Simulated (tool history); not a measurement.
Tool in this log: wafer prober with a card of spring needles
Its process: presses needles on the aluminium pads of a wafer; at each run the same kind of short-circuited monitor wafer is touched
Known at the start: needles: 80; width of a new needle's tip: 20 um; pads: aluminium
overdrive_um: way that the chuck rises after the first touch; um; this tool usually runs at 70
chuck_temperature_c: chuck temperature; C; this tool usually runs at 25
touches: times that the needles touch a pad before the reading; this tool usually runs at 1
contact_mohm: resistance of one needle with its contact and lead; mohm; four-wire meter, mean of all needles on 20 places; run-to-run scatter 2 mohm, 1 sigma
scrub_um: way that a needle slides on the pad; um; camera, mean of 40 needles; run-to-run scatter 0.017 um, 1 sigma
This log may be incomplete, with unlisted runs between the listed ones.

run 1 hour=0 | overdrive_um=70 chuck_temperature_c=25 touches=1 | contact_mohm=224 scrub_um=9.94
-- hour=8.1 tips cleaned on abrasive film
-- hour=20.1 tips cleaned on abrasive film
run 2 hour=26.2 | overdrive_um=70 chuck_temperature_c=25 touches=1 | contact_mohm=219 scrub_um=9.97
-- hour=34.8 tips cleaned on abrasive film
-- hour=48.8 tips cleaned on abrasive film
run 3 hour=55.7 | overdrive_um=70 chuck_temperature_c=25 touches=1 | contact_mohm=219 scrub_um=9.97
-- hour=62 tips cleaned on abrasive film
-- hour=76 tips cleaned on abrasive film
-- hour=89 tips cleaned on abrasive film
run 4 hour=89.9 | overdrive_um=70 chuck_temperature_c=25 touches=1 | contact_mohm=217 scrub_um=9.98
-- hour=103.2 tips cleaned on abrasive film
-- hour=117.1 tips cleaned on abrasive film
run 5 hour=127.8 | overdrive_um=70 chuck_temperature_c=77 touches=1 | contact_mohm=237 scrub_um=10
-- hour=130.9 tips cleaned on abrasive film
-- hour=137.2 height of the first contact set anew
-- hour=146 tips cleaned on abrasive film
-- hour=158.7 tips cleaned on abrasive film
run 6 hour=160.4 | overdrive_um=70 chuck_temperature_c=77 touches=1 | contact_mohm=235 scrub_um=10
-- hour=173.2 tips cleaned on abrasive film
run 7 hour=182.9 | overdrive_um=70 chuck_temperature_c=77 touches=1 | contact_mohm=234 scrub_um=10.01
-- hour=186 tips cleaned on abrasive film
-- hour=199.4 tips cleaned on abrasive film
run 8 hour=210.4 | overdrive_um=70 chuck_temperature_c=77 touches=1 | contact_mohm=239 scrub_um=9.98
-- hour=213.5 tips cleaned on abrasive film
-- hour=225.6 tips cleaned on abrasive film
run 9 hour=234.4 | overdrive_um=87 chuck_temperature_c=25 touches=1 | contact_mohm=218 scrub_um=12.45
-- hour=240.5 tips cleaned on abrasive film
-- hour=253.7 tips cleaned on abrasive film
-- hour=265.7 tips cleaned on abrasive film
run 10 hour=273.9 | overdrive_um=87 chuck_temperature_c=25 touches=1 | contact_mohm=221 scrub_um=12.5
-- hour=278.5 tips cleaned on abrasive film
-- hour=292.6 tips cleaned on abrasive film
run 11 hour=293.9 | overdrive_um=70 chuck_temperature_c=27 touches=1 | contact_mohm=217 scrub_um=10.03
-- hour=304.8 tips cleaned on abrasive film
run 12 hour=312.1 | overdrive_um=70 chuck_temperature_c=27 touches=1 | contact_mohm=220 scrub_um=10.01
-- hour=317.5 tips cleaned on abrasive film
-- hour=332.6 tips cleaned on abrasive film
-- hour=345.2 tips cleaned on abrasive film
run 13 hour=352.6 | overdrive_um=70 chuck_temperature_c=27 touches=1 | contact_mohm=225 scrub_um=10.04
-- hour=358.4 tips cleaned on abrasive film
-- hour=364.4 height of the first contact set anew
-- hour=371.8 tips cleaned on abrasive film
-- hour=385.8 tips cleaned on abrasive film
run 14 hour=387.5 | overdrive_um=61 chuck_temperature_c=44 touches=3 | contact_mohm=226 scrub_um=8.79
-- hour=398.6 tips cleaned on abrasive film
run 15 hour=406 | overdrive_um=61 chuck_temperature_c=44 touches=3 | contact_mohm=220 scrub_um=8.77
-- hour=412.1 tips cleaned on abrasive film
-- hour=425.2 tips cleaned on abrasive film
-- hour=438.1 tips cleaned on abrasive film
run 16 hour=445.2 | overdrive_um=65 chuck_temperature_c=52 touches=2 | contact_mohm=226 scrub_um=9.38
-- hour=452.3 tips cleaned on abrasive film
-- hour=465.1 tips cleaned on abrasive film
-- hour=478.6 tips cleaned on abrasive film
run 17 hour=487.9 | overdrive_um=65 chuck_temperature_c=52 touches=2 | contact_mohm=229 scrub_um=9.4
-- hour=492.8 tips cleaned on abrasive film
-- hour=505.5 tips cleaned on abrasive film
run 18 hour=514.3 | overdrive_um=65 chuck_temperature_c=52 touches=2 | contact_mohm=228 scrub_um=9.4
-- hour=519.6 tips cleaned on abrasive film
-- hour=532.9 tips cleaned on abrasive film
-- hour=545.1 tips cleaned on abrasive film
run 19 hour=556.8 | overdrive_um=68 chuck_temperature_c=26 touches=1 | contact_mohm=218 scrub_um=9.81

Predict each of these 5 candidate next runs independently; none follows another, all start after run 19:
-- hour=559.9 tips cleaned on abrasive film
-- hour=573.2 tips cleaned on abrasive film
-- hour=588.2 tips cleaned on abrasive film
-- hour=591.5 height of the first contact set anew
run A hour=599.6 | overdrive_um=86 chuck_temperature_c=25 touches=3 | contact_mohm=? scrub_um=?
-- hour=559.9 tips cleaned on abrasive film
-- hour=573.2 tips cleaned on abrasive film
-- hour=588.2 tips cleaned on abrasive film
-- hour=591.5 height of the first contact set anew
run B hour=599.6 | overdrive_um=64 chuck_temperature_c=114 touches=3 | contact_mohm=? scrub_um=?
-- hour=559.9 tips cleaned on abrasive film
-- hour=573.2 tips cleaned on abrasive film
-- hour=588.2 tips cleaned on abrasive film
-- hour=591.5 height of the first contact set anew
run C hour=599.6 | overdrive_um=70 chuck_temperature_c=25 touches=2 | contact_mohm=? scrub_um=?
-- hour=559.9 tips cleaned on abrasive film
-- hour=573.2 tips cleaned on abrasive film
-- hour=588.2 tips cleaned on abrasive film
-- hour=591.5 height of the first contact set anew
run D hour=599.6 | overdrive_um=53 chuck_temperature_c=93 touches=1 | contact_mohm=? scrub_um=?
-- hour=559.9 tips cleaned on abrasive film
-- hour=573.2 tips cleaned on abrasive film
-- hour=588.2 tips cleaned on abrasive film
-- hour=591.5 height of the first contact set anew
run E hour=599.6 | overdrive_um=82 chuck_temperature_c=26 touches=1 | contact_mohm=? scrub_um=?

run=A contact_mohm=220 scrub_um=12.46
run=B contact_mohm=242 scrub_um=9.27
run=C contact_mohm=221 scrub_um=10.14
run=D contact_mohm=239 scrub_um=7.7
run=E contact_mohm=218 scrub_um=11.9
Take away the tool's hidden state, keep each run's random variation, and the runs would have read:
run=A contact_mohm=220 scrub_um=12.24
run=B contact_mohm=242 scrub_um=9.11
run=C contact_mohm=221 scrub_um=9.96
run=D contact_mohm=238 scrub_um=7.57
run=E contact_mohm=218 scrub_um=11.69

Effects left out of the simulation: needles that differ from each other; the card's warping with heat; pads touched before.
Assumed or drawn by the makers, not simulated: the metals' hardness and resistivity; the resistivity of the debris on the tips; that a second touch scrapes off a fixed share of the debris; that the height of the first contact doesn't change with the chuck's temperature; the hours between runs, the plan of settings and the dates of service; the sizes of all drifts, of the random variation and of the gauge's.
